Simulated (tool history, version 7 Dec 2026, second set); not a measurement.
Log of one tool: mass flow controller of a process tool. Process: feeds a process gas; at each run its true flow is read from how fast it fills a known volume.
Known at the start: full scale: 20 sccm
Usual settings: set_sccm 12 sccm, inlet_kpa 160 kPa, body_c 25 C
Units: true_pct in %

{"run": 1, "hour": 0.0, "set_sccm": 12, "inlet_kpa": 160, "body_c": 25, "true_pct": 96.19}
{"run": 2, "hour": 563.7, "set_sccm": 12, "inlet_kpa": 160, "body_c": 25, "true_pct": 96.07}
{"hour": 768.1, "done": "controller's zero set anew"}
{"run": 3, "hour": 1106.5, "set_sccm": 12, "inlet_kpa": 160, "body_c": 25, "true_pct": 96.78}
{"run": 4, "hour": 1581.6, "set_sccm": 10, "inlet_kpa": 160, "body_c": 25, "true_pct": 96.36}
{"run": 5, "hour": 2124.5, "set_sccm": 10, "inlet_kpa": 160, "body_c": 25, "true_pct": 96.17}
{"run": 6, "hour": 2371.5, "set_sccm": 10, "inlet_kpa": 160, "body_c": 25, "true_pct": 96.09}
{"run": 7, "hour": 2824.9, "set_sccm": 10, "inlet_kpa": 160, "body_c": 25, "true_pct": 96.05}
{"run": 8, "hour": 3264.4, "set_sccm": 10, "inlet_kpa": 160, "body_c": 25, "true_pct": 95.91}
{"run": 9, "hour": 3681.3, "set_sccm": 12, "inlet_kpa": 160, "body_c": 25, "true_pct": 96.13}
{"run": 10, "hour": 4182.4, "set_sccm": 12, "inlet_kpa": 160, "body_c": 25, "true_pct": 95.96}
{"run": 11, "hour": 4711.5, "set_sccm": 5, "inlet_kpa": 160, "body_c": 25, "true_pct": 94.2}
{"run": 12, "hour": 5044.5, "set_sccm": 5, "inlet_kpa": 160, "body_c": 25, "true_pct": 94}
{"run": 13, "hour": 5370.2, "set_sccm": 5, "inlet_kpa": 160, "body_c": 25, "true_pct": 93.99}
{"run": 14, "hour": 5822.2, "set_sccm": 5, "inlet_kpa": 160, "body_c": 38, "true_pct": 92.52}
{"hour": 5889.8, "done": "controller exchanged for a calibrated one"}
{"run": 15, "hour": 6156.1, "set_sccm": 5, "inlet_kpa": 160, "body_c": 38, "true_pct": 96.23}
{"run": 16, "hour": 6530.5, "set_sccm": 5, "inlet_kpa": 160, "body_c": 38, "true_pct": 96}
{"run": 17, "hour": 6773.5, "set_sccm": 5, "inlet_kpa": 160, "body_c": 38, "true_pct": 95.99}
{"run": 18, "hour": 7143.9, "set_sccm": 12, "inlet_kpa": 160, "body_c": 25, "true_pct": 98.3}
{"run": 19, "hour": 7664.8, "set_sccm": 12, "inlet_kpa": 160, "body_c": 25, "true_pct": 98.2}
{"run": 20, "hour": 7993.5, "set_sccm": 12, "inlet_kpa": 160, "body_c": 26, "true_pct": 97.97}
{"run": 21, "hour": 8375.1, "set_sccm": 12, "inlet_kpa": 160, "body_c": 26, "true_pct": 97.89}
{"run": 22, "hour": 8782.4, "set_sccm": 12, "inlet_kpa": 160, "body_c": 26, "true_pct": 97.89}
{"run": 23, "hour": 9273.9, "set_sccm": 12, "inlet_kpa": 160, "body_c": 25, "true_pct": 97.73}
{"run": 24, "hour": 9634.4, "set_sccm": 12, "inlet_kpa": 160, "body_c": 25, "true_pct": 97.56}
{"run": 25, "hour": 10018.8, "set_sccm": 4, "inlet_kpa": 146, "body_c": 29, "true_pct": 94.89}
{"run": 26, "hour": 10321.5, "set_sccm": 3, "inlet_kpa": 211, "body_c": 38, "true_pct": 93.68}
{"run": 27, "hour": 10575.4, "set_sccm": 12, "inlet_kpa": 242, "body_c": 28, "true_pct": 97.7}
{"run": 28, "hour": 11100.2, "set_sccm": 12, "inlet_kpa": 160, "body_c": 36, "true_pct": 96.39}
{"run": 29, "hour": 11563.1, "set_sccm": 4, "inlet_kpa": 231, "body_c": 28, "true_pct": 94.83}
{"run": 30, "hour": 12043.3, "set_sccm": 4, "inlet_kpa": 231, "body_c": 28, "true_pct": 94.8}
{"run": 31, "hour": 12418.5, "set_sccm": 12, "inlet_kpa": 161, "body_c": 36, "true_pct": 96}
{"hour": 12542.3, "done": "controller's zero set anew"}
{"run": 32, "hour": 12864.3, "set_sccm": 2, "inlet_kpa": 178, "body_c": 34, "true_pct": 95.37}
{"run": 33, "hour": 13111.7, "set_sccm": 2, "inlet_kpa": 178, "body_c": 32, "true_pct": 95.28}
{"run": 34, "hour": 13474.8, "set_sccm": 2, "inlet_kpa": 178, "body_c": 32, "true_pct": 95.07}
{"run": 35, "hour": 13866.1, "set_sccm": 3, "inlet_kpa": 157, "body_c": 33, "true_pct": 95.07}
{"run": 36, "hour": 14361.1, "set_sccm": 12, "inlet_kpa": 159, "body_c": 23, "true_pct": 97.54}
{"run": 37, "hour": 14700.2, "set_sccm": 6, "inlet_kpa": 168, "body_c": 37, "true_pct": 95.26}
{"run": 38, "hour": 15211.9, "set_sccm": 6, "inlet_kpa": 168, "body_c": 37, "true_pct": 94.94}
{"run": 39, "hour": 15530.1, "set_sccm": 12, "inlet_kpa": 142, "body_c": 32, "true_pct": 96.38}
{"run": 40, "hour": 16029.8, "set_sccm": 18, "inlet_kpa": 189, "body_c": 37, "true_pct": 97.08}
{"run": 41, "hour": 16447.7, "set_sccm": 12, "inlet_kpa": 144, "body_c": 37, "true_pct": 95.61}
{"run": 42, "hour": 16798.6, "set_sccm": 8, "inlet_kpa": 159, "body_c": 22, "true_pct": 96.33}
{"run": 43, "hour": 17088.8, "set_sccm": 2, "inlet_kpa": 234, "body_c": 25, "true_pct": 93.06}
{"run": 44, "hour": 17350.7, "set_sccm": 2, "inlet_kpa": 234, "body_c": 25, "true_pct": 92.81}
{"run": 45, "hour": 17896.0, "set_sccm": 9, "inlet_kpa": 203, "body_c": 37, "true_pct": 95.01}
{"run": 46, "hour": 18342.4, "set_sccm": 12, "inlet_kpa": 166, "body_c": 22, "true_pct": 96.86}
{"run": 47, "hour": 18786.9, "set_sccm": 5, "inlet_kpa": 211, "body_c": 21, "true_pct": 95.13}
{"hour": 19169.7, "done": "controller's zero set anew"}
{"run": 48, "hour": 19294.0, "set_sccm": 12, "inlet_kpa": 201, "body_c": 22, "true_pct": 97.54}

3 ways to go on from here, each from the tool as it stands after run 48. What would each give?
{"run": "A", "hour": 19544.2, "set_sccm": 11, "inlet_kpa": 262, "body_c": 37, "true_pct": "?"}
{"run": "B", "hour": 19544.2, "set_sccm": 4, "inlet_kpa": 215, "body_c": 25, "true_pct": "?"}
{"run": "C", "hour": 19544.2, "set_sccm": 12, "inlet_kpa": 194, "body_c": 25, "true_pct": "?"}

run=A true_pct=96.32
run=B true_pct=95.91
run=C true_pct=97.1
Without the tool's hidden state the same runs would have given:
run=A true_pct=98.08
run=B true_pct=97.9
run=C true_pct=98.85
